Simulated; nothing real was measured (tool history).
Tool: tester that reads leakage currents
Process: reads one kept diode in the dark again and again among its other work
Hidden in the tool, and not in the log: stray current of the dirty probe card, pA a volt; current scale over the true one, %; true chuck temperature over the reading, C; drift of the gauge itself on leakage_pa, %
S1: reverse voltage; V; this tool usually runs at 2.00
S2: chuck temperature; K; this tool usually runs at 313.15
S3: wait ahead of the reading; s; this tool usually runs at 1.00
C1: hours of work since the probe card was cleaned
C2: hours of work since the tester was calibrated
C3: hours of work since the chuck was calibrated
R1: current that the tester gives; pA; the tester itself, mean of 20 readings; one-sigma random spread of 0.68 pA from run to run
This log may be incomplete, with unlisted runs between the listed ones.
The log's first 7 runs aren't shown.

run	hour	S1	S2	S3	C1	C2	C3	R1
8	405.7	2.00	313.15	1.00	1596	1224	456	228.80
9	494.4	2.00	313.15	1.00	1654	1282	514	229.55
10	565.5	2.00	313.15	1.00	1701	1329	561	229.80
11	633.5	2.00	313.15	1.00	1746	1374	606	229.37
12	719.4	2.00	313.15	1.00	1802	1430	662	229.59
13	764.2	2.00	313.15	1.00	1832	1460	691	230.23
14	852.3	2.00	313.15	1.00	1890	1517	749	231.09
15	895.4	2.00	313.15	1.00	1918	1546	778	231.70
16	981.6	2.00	313.15	1.00	1975	1602	834	231.35
17	1055.5	2.00	313.15	1.00	2023	1651	883	232.91
18	1113.6	2.00	313.15	6.79	2062	1689	921	230.16
19	1173.5	2.00	325.15	1.00	2101	1729	961	534.48
20	1246.1	2.00	325.15	1.00	2149	1776	1008	535.09
21	1300.9	2.00	313.15	1.00	2185	1812	1044	232.44
22	1355.6	2.00	313.15	1.00	2221	1848	1080	232.00
23	1420.2	17.62	315.15	3.89	2263	1891	1123	626.77
24	1495.7	17.62	315.15	3.89	2313	1940	1172	628.56

The next listed run, before its measurement:
25	1556.9	18.72	313.15	1.00	2353	1981	1213	?

{"run 25": {"R1": 563.03}}
If the tool had no hidden condition, the same run with the same run-to-run variation would have returned R1 536.94 pA.
